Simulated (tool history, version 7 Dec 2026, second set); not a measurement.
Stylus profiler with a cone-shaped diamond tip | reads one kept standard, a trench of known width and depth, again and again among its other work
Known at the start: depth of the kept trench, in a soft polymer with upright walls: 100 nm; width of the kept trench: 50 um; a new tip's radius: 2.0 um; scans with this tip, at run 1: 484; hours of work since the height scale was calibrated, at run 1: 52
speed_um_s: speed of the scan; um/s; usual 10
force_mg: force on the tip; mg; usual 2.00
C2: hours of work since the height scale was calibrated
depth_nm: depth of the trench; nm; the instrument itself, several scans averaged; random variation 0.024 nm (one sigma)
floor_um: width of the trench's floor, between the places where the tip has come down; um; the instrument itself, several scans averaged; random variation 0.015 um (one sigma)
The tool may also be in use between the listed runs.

{"run": 1, "hour": 0.0, "speed_um_s": 10, "force_mg": 2.0, "scans with this tip": 484, "C2": 52, "depth_nm": 101.13, "floor_um": 48.67}
{"run": 2, "hour": 36.9, "speed_um_s": 10, "force_mg": 2.0, "scans with this tip": 624, "C2": 67, "depth_nm": 101.18, "floor_um": 48.69}
{"run": 3, "hour": 72.3, "speed_um_s": 10, "force_mg": 2.0, "scans with this tip": 759, "C2": 81, "depth_nm": 101.14, "floor_um": 48.67}
{"run": 4, "hour": 108.3, "speed_um_s": 10, "force_mg": 2.0, "scans with this tip": 896, "C2": 96, "depth_nm": 101.16, "floor_um": 48.71}
{"run": 5, "hour": 142.6, "speed_um_s": 10, "force_mg": 2.0, "scans with this tip": 1027, "C2": 109, "depth_nm": 101.16, "floor_um": 48.68}
{"run": 6, "hour": 159.6, "speed_um_s": 18, "force_mg": 2.0, "scans with this tip": 1091, "C2": 116, "depth_nm": 101.14, "floor_um": 48.66}
{"run": 7, "hour": 180.1, "speed_um_s": 9, "force_mg": 2.0, "scans with this tip": 1169, "C2": 125, "depth_nm": 101.16, "floor_um": 48.68}
{"run": 8, "hour": 207.5, "speed_um_s": 9, "force_mg": 2.0, "scans with this tip": 1273, "C2": 136, "depth_nm": 101.15, "floor_um": 48.7}
{"run": 9, "hour": 229.4, "speed_um_s": 9, "force_mg": 2.0, "scans with this tip": 1357, "C2": 145, "depth_nm": 101.13, "floor_um": 48.71}
{"run": 10, "hour": 263.2, "speed_um_s": 9, "force_mg": 2.0, "scans with this tip": 1485, "C2": 158, "depth_nm": 101.17, "floor_um": 48.68}
{"run": 11, "hour": 284.2, "speed_um_s": 4, "force_mg": 0.84, "scans with this tip": 1565, "C2": 167, "depth_nm": 100.68, "floor_um": 48.71}
{"run": 12, "hour": 312.3, "speed_um_s": 4, "force_mg": 1.0, "scans with this tip": 1672, "C2": 178, "depth_nm": 100.76, "floor_um": 48.74}
{"run": 13, "hour": 348.8, "speed_um_s": 4, "force_mg": 2.14, "scans with this tip": 1811, "C2": 193, "depth_nm": 101.2, "floor_um": 48.7}
{"run": 14, "hour": 372.8, "speed_um_s": 4, "force_mg": 2.14, "scans with this tip": 1902, "C2": 203, "depth_nm": 101.2, "floor_um": 48.74}
{"run": 15, "hour": 409.7, "speed_um_s": 4, "force_mg": 2.14, "scans with this tip": 2043, "C2": 218, "depth_nm": 101.18, "floor_um": 48.74}
{"run": 16, "hour": 440.1, "speed_um_s": 4, "force_mg": 2.14, "scans with this tip": 2158, "C2": 230, "depth_nm": 101.18, "floor_um": 48.74}
{"run": 17, "hour": 465.8, "speed_um_s": 23, "force_mg": 3.75, "scans with this tip": 2256, "C2": 240, "depth_nm": 101.77, "floor_um": 48.66}
{"run": 18, "hour": 480.9, "speed_um_s": 23, "force_mg": 3.75, "scans with this tip": 2313, "C2": 247, "depth_nm": 101.74, "floor_um": 48.63}
{"run": 19, "hour": 504.3, "speed_um_s": 5, "force_mg": 1.56, "scans with this tip": 2402, "C2": 256, "depth_nm": 101.01, "floor_um": 48.68}

4 ways to go on from here, each from the tool as it stands after run 19. What would each give?
{"run": "A", "hour": 522.0, "speed_um_s": 9, "force_mg": 2.0, "scans with this tip": 2470, "C2": 263, "depth_nm": "?", "floor_um": "?"}
{"run": "B", "hour": 522.0, "speed_um_s": 3, "force_mg": 4.11, "scans with this tip": 2470, "C2": 263, "depth_nm": "?", "floor_um": "?"}
{"run": "C", "hour": 522.0, "speed_um_s": 5, "force_mg": 2.35, "scans with this tip": 2470, "C2": 263, "depth_nm": "?", "floor_um": "?"}
{"run": "D", "hour": 522.0, "speed_um_s": 32, "force_mg": 4.1, "scans with this tip": 2470, "C2": 263, "depth_nm": "?", "floor_um": "?"}

run=A depth_nm=101.11 floor_um=48.72
run=B depth_nm=101.87 floor_um=48.72
run=C depth_nm=101.27 floor_um=48.73
run=D depth_nm=101.85 floor_um=48.61
Without the tool's hidden state the same runs would have given:
run=A depth_nm=101.10 floor_um=48.72
run=B depth_nm=101.87 floor_um=48.72
run=C depth_nm=101.27 floor_um=48.73
run=D depth_nm=101.85 floor_um=48.61
